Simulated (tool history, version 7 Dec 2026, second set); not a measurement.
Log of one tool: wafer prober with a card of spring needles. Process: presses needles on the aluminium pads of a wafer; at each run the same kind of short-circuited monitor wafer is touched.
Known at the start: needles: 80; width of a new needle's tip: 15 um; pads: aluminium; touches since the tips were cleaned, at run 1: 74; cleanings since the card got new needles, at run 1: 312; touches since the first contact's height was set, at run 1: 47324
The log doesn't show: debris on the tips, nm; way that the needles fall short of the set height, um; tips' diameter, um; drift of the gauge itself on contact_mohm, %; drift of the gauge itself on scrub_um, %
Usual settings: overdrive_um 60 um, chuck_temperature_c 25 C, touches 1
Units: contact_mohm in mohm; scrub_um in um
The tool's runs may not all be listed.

run	hour	overdrive_um	chuck_temperature_c	touches	touches since the tips were cleaned	cleanings since the card got new needles	touches since the first contact's height was set	contact_mohm	scrub_um
1	0.0	60	25	1	74	312	47324	272	16.48
# hour 11.8: tips cleaned on abrasive film
# hour 26.4: tips cleaned on abrasive film
# hour 38.1: tips cleaned on abrasive film
# hour 49.9: tips cleaned on abrasive film
# hour 64.5: tips cleaned on abrasive film
# hour 76.3: tips cleaned on abrasive film
2	84.0	60	25	1	3151	318	81195	271	16.51
# hour 89.9: tips cleaned on abrasive film
# hour 101.7: tips cleaned on abrasive film
# hour 107.8: height of the first contact set anew
# hour 113.7: tips cleaned on abrasive film
# hour 125.4: tips cleaned on abrasive film
# hour 137.2: tips cleaned on abrasive film
# hour 151.8: tips cleaned on abrasive film
# hour 166.5: tips cleaned on abrasive film
3	175.5	60	25	1	3657	325	27282	274	16.52
# hour 178.5: tips cleaned on abrasive film
# hour 190.2: tips cleaned on abrasive film
# hour 204.9: tips cleaned on abrasive film
# hour 216.6: tips cleaned on abrasive film
# hour 228.3: tips cleaned on abrasive film
# hour 243.0: tips cleaned on abrasive film
4	251.3	60	25	1	3365	331	57812	269	16.55
# hour 257.2: tips cleaned on abrasive film
# hour 268.9: tips cleaned on abrasive film
# hour 280.7: tips cleaned on abrasive film
# hour 292.4: tips cleaned on abrasive film
# hour 307.0: tips cleaned on abrasive film
# hour 321.7: tips cleaned on abrasive film
# hour 330.7: height of the first contact set anew
# hour 333.7: tips cleaned on abrasive film
5	340.7	60	25	1	2816	338	3997	272	16.59
# hour 346.6: tips cleaned on abrasive film
# hour 358.3: tips cleaned on abrasive film
# hour 370.0: tips cleaned on abrasive film
# hour 381.8: tips cleaned on abrasive film
# hour 393.5: tips cleaned on abrasive film
# hour 405.3: tips cleaned on abrasive film
6	415.1	60	25	2	3989	344	33973	271	16.54
# hour 418.1: tips cleaned on abrasive film
# hour 429.8: tips cleaned on abrasive film
# hour 441.8: card fitted with new needles
# hour 456.5: tips cleaned on abrasive film
# hour 471.1: tips cleaned on abrasive film
# hour 485.8: tips cleaned on abrasive film
7	492.4	60	25	2	2709	3	20427	269	16.50
# hour 498.4: tips cleaned on abrasive film
# hour 513.0: tips cleaned on abrasive film
# hour 524.7: tips cleaned on abrasive film
# hour 536.5: tips cleaned on abrasive film
# hour 548.2: tips cleaned on abrasive film
# hour 559.9: tips cleaned on abrasive film
8	567.2	60	25	2	2955	9	50553	272	16.52
# hour 573.1: tips cleaned on abrasive film
# hour 584.9: tips cleaned on abrasive film
# hour 596.6: tips cleaned on abrasive film
# hour 611.3: tips cleaned on abrasive film
# hour 623.0: tips cleaned on abrasive film
# hour 637.6: tips cleaned on abrasive film
# hour 649.4: tips cleaned on abrasive film
# hour 664.0: tips cleaned on abrasive film
# hour 665.6: height of the first contact set anew
9	665.6	60	58	1	537	17	0	279	16.54
# hour 677.4: tips cleaned on abrasive film
# hour 689.1: tips cleaned on abrasive film
# hour 700.9: tips cleaned on abrasive film
# hour 715.5: tips cleaned on abrasive film
10	721.2	60	58	1	2301	21	22382	281	16.50
# hour 730.0: tips cleaned on abrasive film
# hour 741.7: tips cleaned on abrasive film
# hour 753.5: tips cleaned on abrasive film
# hour 765.2: tips cleaned on abrasive film
# hour 776.9: tips cleaned on abrasive film
11	783.2	60	58	1	2556	26	47382	283	16.54
# hour 789.2: tips cleaned on abrasive film
# hour 800.9: tips cleaned on abrasive film
# hour 812.6: tips cleaned on abrasive film
# hour 824.4: tips cleaned on abrasive film
# hour 836.1: tips cleaned on abrasive film
# hour 847.8: tips cleaned on abrasive film
# hour 859.6: tips cleaned on abrasive film
# hour 871.3: tips cleaned on abrasive film
12	879.0	80	34	1	3111	34	85931	265	21.93
# hour 884.9: tips cleaned on abrasive film
# hour 891.0: height of the first contact set anew
# hour 896.9: tips cleaned on abrasive film
# hour 908.7: tips cleaned on abrasive film
# hour 920.4: tips cleaned on abrasive film
# hour 932.1: tips cleaned on abrasive film
13	941.0	60	65	1	3605	39	20143	287	16.50
# hour 944.0: tips cleaned on abrasive film
# hour 955.7: tips cleaned on abrasive film
# hour 967.5: tips cleaned on abrasive film
# hour 982.1: tips cleaned on abrasive film
# hour 993.9: tips cleaned on abrasive film
14	997.7	60	51	3	1554	44	42952	283	16.58
# hour 1006.5: tips cleaned on abrasive film
# hour 1018.3: tips cleaned on abrasive film
# hour 1030.0: tips cleaned on abrasive film
# hour 1041.7: tips cleaned on abrasive film
# hour 1053.5: tips cleaned on abrasive film
# hour 1065.2: tips cleaned on abrasive film
15	1069.5	60	25	1	1730	50	71851	270	16.55
# hour 1078.3: tips cleaned on abrasive film
# hour 1090.0: tips cleaned on abrasive film
# hour 1101.8: tips cleaned on abrasive film
# hour 1113.5: tips cleaned on abrasive film
# hour 1113.8: height of the first contact set anew
# hour 1125.5: tips cleaned on abrasive film
# hour 1137.3: tips cleaned on abrasive film
# hour 1149.0: tips cleaned on abrasive film
16	1158.0	56	37	2	3663	57	17838	273	15.46
# hour 1161.0: tips cleaned on abrasive film
# hour 1172.8: tips cleaned on abrasive film
# hour 1187.4: tips cleaned on abrasive film
# hour 1199.1: tips cleaned on abrasive film
# hour 1210.9: tips cleaned on abrasive film
# hour 1222.6: tips cleaned on abrasive film
# hour 1234.4: tips cleaned on abrasive film
17	1242.8	56	37	2	3429	64	51977	275	15.40
# hour 1248.7: tips cleaned on abrasive film
# hour 1260.5: tips cleaned on abrasive film
# hour 1272.2: tips cleaned on abrasive film
# hour 1283.9: tips cleaned on abrasive film
# hour 1295.7: tips cleaned on abrasive film
# hour 1310.3: tips cleaned on abrasive film
# hour 1322.1: tips cleaned on abrasive film
18	1333.5	46	37	1	4657	71	88528	278	12.66
# hour 1336.5: tips cleaned on abrasive film
# hour 1336.8: height of the first contact set anew
# hour 1351.5: tips cleaned on abrasive film
# hour 1363.2: tips cleaned on abrasive film
# hour 1375.0: tips cleaned on abrasive film
19	1375.2	46	37	1	109	75	15465	280	12.67

Run 20 comes next. What will it give?
# hour 1386.9: tips cleaned on abrasive film
# hour 1398.7: tips cleaned on abrasive film
# hour 1410.4: tips cleaned on abrasive film
# hour 1422.2: tips cleaned on abrasive film
# hour 1436.8: tips cleaned on abrasive film
# hour 1448.5: tips cleaned on abrasive film
20	1451.1	52	25	1	1059	81	46053	?	?

{"run 20": {"contact_mohm": 278, "scrub_um": 14.29}}
Without the tool's hidden state the same run would have given contact_mohm 278 mohm, scrub_um 14.29 um.
